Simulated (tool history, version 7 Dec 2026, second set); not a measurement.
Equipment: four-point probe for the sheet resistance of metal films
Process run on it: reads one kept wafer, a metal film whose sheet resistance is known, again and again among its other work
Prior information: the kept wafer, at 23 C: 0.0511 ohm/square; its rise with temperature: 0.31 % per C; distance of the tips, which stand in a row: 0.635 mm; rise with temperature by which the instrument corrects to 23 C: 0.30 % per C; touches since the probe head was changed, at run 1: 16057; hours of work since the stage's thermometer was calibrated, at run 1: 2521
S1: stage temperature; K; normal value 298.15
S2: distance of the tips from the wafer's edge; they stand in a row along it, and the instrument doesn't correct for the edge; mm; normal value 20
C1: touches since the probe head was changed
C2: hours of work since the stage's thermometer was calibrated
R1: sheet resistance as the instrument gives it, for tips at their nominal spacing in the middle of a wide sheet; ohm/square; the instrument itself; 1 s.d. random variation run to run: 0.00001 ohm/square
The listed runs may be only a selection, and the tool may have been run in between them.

run,day,S1,S2,C1,C2,R1
1,0,298.15,20,16057,2521,0.050929
2,3.262,298.15,20,16889,2554,0.050932
3,7.333,298.15,20,17928,2595,0.050923
4,9.75,298.15,8,18544,2619,0.051097
5,12.608,298.15,8,19273,2648,0.051067
6,16.779,298.15,20,20337,2690,0.050913
7,19.167,298.15,20,20946,2714,0.050925
8,21.317,304.15,20,21495,2736,0.050974
9,23.771,292.15,7,22121,2761,0.051065
10,25.771,292.15,7,22631,2781,0.051059
11,30.158,298.15,19,23751,2825,0.050926
12,34.008,301.15,69,24732,2864,0.05092
13,36.746,295.15,12,25431,2892,0.050951
# day 40.054: stage's thermometer calibrated
14,41.392,305.15,5,26610,14,0.051568
15,45.242,306.15,4,27593,52,0.05182
16,47.254,308.15,36,28106,73,0.051156

Consider 5 possible next runs. They are alternatives, not a sequence: every one starts from the tool as it was left by run 16. What does each give?
A,50.958,303.15,20,29051,110,?
B,50.958,294.15,15,29051,110,?
C,50.958,291.15,13,29051,110,?
D,50.958,299.15,20,29051,110,?
E,50.958,304.15,18,29051,110,?

run,R1
A,0.051155
B,0.051083
C,0.051097
D,0.051117
E,0.051164
Without the tool's hidden state the same runs would have given:
run,R1
A,0.051194
B,0.051122
C,0.051136
D,0.051156
E,0.051203
